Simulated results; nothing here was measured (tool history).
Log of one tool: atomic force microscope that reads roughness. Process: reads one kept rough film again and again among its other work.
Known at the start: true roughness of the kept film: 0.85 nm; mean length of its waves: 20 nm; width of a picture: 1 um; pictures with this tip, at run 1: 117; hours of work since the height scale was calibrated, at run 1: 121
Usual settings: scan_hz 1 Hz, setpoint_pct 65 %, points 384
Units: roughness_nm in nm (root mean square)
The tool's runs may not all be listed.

run	hour	scan_hz	setpoint_pct	points	pictures with this tip	hours of work since the height scale was calibrated	roughness_nm
1	0	1	65	384	117	121	0.754
2	7	1	65	384	124	126	0.759
3	20.8	1	65	384	138	134	0.755
4	30.3	1	65	384	148	139	0.744
5	39.5	1	65	384	157	145	0.753
6	49.4	1	65	384	167	151	0.759
7	56.5	1	65	384	174	155	0.764
8	63.1	1	65	384	181	159	0.757
# hour 72.5: new tip fitted
9	72.5	1	65	384	0	164	0.765
10	84.5	1	76	384	12	171	0.742
11	95.2	1	76	384	23	177	0.742
12	101.6	1	76	384	29	181	0.752
13	108.5	1	76	384	36	185	0.738
14	119.1	1	88	384	47	191	0.738
15	134	1	88	384	62	200	0.729
16	148.4	1	88	384	76	209	0.725
17	156.2	1	65	384	84	213	0.757
18	169.2	1	65	384	97	221	0.754
19	178.5	1	65	384	107	226	0.755
20	189	1	65	384	117	233	0.764
21	198.5	1	65	384	127	238	0.754
22	209.6	1	65	384	138	245	0.76
23	215.8	1	56	384	144	248	0.761
24	228.8	1	56	384	158	256	0.756
25	234.9	1	65	384	164	260	0.756
26	243.1	1	65	384	172	264	0.754
27	256.8	1	65	384	186	273	0.757
# hour 261.2: new tip fitted
28	270.2	2.81	87	384	9	280	0.67
29	276.9	2.81	68	661	16	284	0.74
30	291.2	1.14	86	902	30	293	0.735
31	302.1	1.54	61	657	41	299	0.77
32	316.3	1.54	61	657	55	307	0.765
33	328.2	1.54	61	657	67	314	0.77
34	338.1	1.54	61	657	77	320	0.77
35	350.8	1.54	80	693	90	328	0.736
36	365.5	2.35	78	849	105	336	0.724
37	371.9	1.83	66	719	111	340	0.746
38	378.2	1.61	65	581	118	344	0.755
39	390.7	1.84	65	577	130	351	0.745
40	400.6	1.84	65	577	140	357	0.748
41	412.5	2.55	65	924	153	364	0.746
42	422.1	2.62	65	924	162	370	0.747
43	435.3	1.43	66	384	176	378	0.748
44	445.5	0.69	65	874	186	384	0.772
# hour 449.9: new tip fitted
45	458.9	1	89	620	9	391	0.729
46	465.5	1	89	676	16	395	0.729
47	474.9	0.58	81	586	25	401	0.758
48	488.1	0.58	81	586	38	408	0.764
49	499.3	2.26	87	566	50	415	0.694
50	511	0.61	75	566	61	422	0.769
51	521.2	0.9	65	523	72	428	0.768
52	529.1	0.76	71	558	80	433	0.768
53	542.3	1	59	370	93	440	0.748

4 ways to go on from here, each from the tool as it stands after run 53. What would each give?
A	549.7	1.38	61	746	100	445	?
B	549.7	0.52	61	859	100	445	?
C	549.7	1.78	62	370	100	445	?
D	549.7	1.2	61	880	100	445	?

run	roughness_nm
A	0.77
B	0.764
C	0.753
D	0.778
Without the tool's hidden state the same runs would have given:
run	roughness_nm
A	0.772
B	0.766
C	0.754
D	0.78
